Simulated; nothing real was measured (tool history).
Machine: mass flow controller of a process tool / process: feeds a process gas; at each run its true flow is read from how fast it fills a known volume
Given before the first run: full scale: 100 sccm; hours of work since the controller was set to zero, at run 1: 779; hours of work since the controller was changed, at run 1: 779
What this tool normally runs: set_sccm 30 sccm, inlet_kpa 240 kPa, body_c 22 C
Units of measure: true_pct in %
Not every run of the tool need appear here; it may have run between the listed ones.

run     day  set_sccm  inlet_kpa  body_c  hours of work since the controller was set to zero  hours of work since the controller was changed  true_pct
  1       0        30        240      22                                                 779                                             779     98.46
  2   2.212        30        240      22                                                 821                                             821     98.61
  3   5.017        30        240      22                                                 875                                             875     98.48
  4     7.2        30        240      22                                                 916                                             916     98.49
  5   9.442        30        240      22                                                 959                                             959     98.39
  6  11.388        30        240      22                                                 996                                             996     98.65
  7  12.992        17        240      22                                                1027                                            1027     98.89
  8  15.871        17        240      22                                                1082                                            1082     98.84
  9  18.029        17        240      22                                                1123                                            1123      98.9
 10  19.808        17        240      22                                                1157                                            1157     98.77
 11  21.542        17        240      22                                                1190                                            1190     98.97
 12  23.033        30        240      22                                                1218                                            1218     98.73
 13  24.954        30        240      22                                                1255                                            1255     98.55
 14  28.042        30        240      22                                                1314                                            1314     98.75
 15  30.642        30        240      22                                                1363                                            1363      98.7
 16  33.196        30        240      22                                                1412                                            1412      98.6
 17  36.158        30        240      22                                                1469                                            1469     98.66
 18  37.642        30        240      22                                                1497                                            1497     98.56
 19  40.712        30        240      22                                                1555                                            1555     98.61
 20  43.183        58        240      22                                                1603                                            1603     99.01
 21  45.117        58        240      22                                                1639                                            1639     98.98
 22  47.642        13        170      24                                                1688                                            1688     99.37
 23  49.038        13        141      24                                                1714                                            1714     99.22
 24  52.196        17        240      25                                                1774                                            1774     99.52
 25  55.508        10        240      22                                                1838                                            1838    100.64
 26  57.129        10        240      22                                                1869                                            1869    100.71
 27  58.929        30        178      36                                                1903                                            1903     99.11
 28  61.983        30        177      28                                                1961                                            1961     98.81
      62.25  -- controller's zero set anew
 29  63.575        38        177      24                                                  25                                            1991     98.68
 30   65.65        38        177      24                                                  65                                            2031     98.68
 31  68.462        66        234      22                                                 118                                            2084     99.32
 32  71.771        16        201      27                                                 182                                            2147     99.87
 33    74.5        85        190      36                                                 234                                            2199    100.26
 34  75.917        12        218      37                                                 261                                            2226    101.54
 35   78.85        12        218      37                                                 317                                            2282    101.51
 36  80.871        12        218      37                                                 355                                            2321    101.65
       81.8  -- controller's zero set anew, once more
 37  83.604        12        190      37                                                  34                                            2373     97.82
 38  85.604        12        190      37                                                  73                                            2411     97.92
 39    87.1        12        194      21                                                 101                                            2439     97.06
 40  88.517        12        194      21                                                 128                                            2466     97.06
 41  91.242        48        240      29                                                 180                                            2518     98.63
 42  94.558        18        141      21                                                 243                                            2581     96.83

Some steps in true_pct, run to run, broken into two amounts with sign: the step expected even without the hidden condition (settings, incoming material, random variation), and the rest, left for the hidden condition together with whatever gauge scatter is not in both the measured and the hidden-condition-free result:
What the log doesn't record here: flow at rest that the sensor doesn't see, % of full scale; true flow over the shown one, %; drift of the gauge itself on true_pct, %.
Run 26 -> 27: set_sccm 10 -> 30, inlet_kpa 240 -> 178, body_c 22 -> 36. true_pct -1.6 %: hidden state -2.36, all else +0.76.
Run 33 -> 34: set_sccm 85 -> 12, inlet_kpa 190 -> 218, body_c 36 -> 37. true_pct +1.28 %: hidden state +3.27, all else -1.99.
Run 36 -> 37: inlet_kpa 218 -> 190, controller's zero set anew, once more. true_pct -3.83 %: hidden state -3.62, all else -0.21.
Run 41 -> 42: set_sccm 48 -> 18, inlet_kpa 240 -> 141, body_c 29 -> 21. true_pct -1.8 %: hidden state +0.23, all else -2.03.
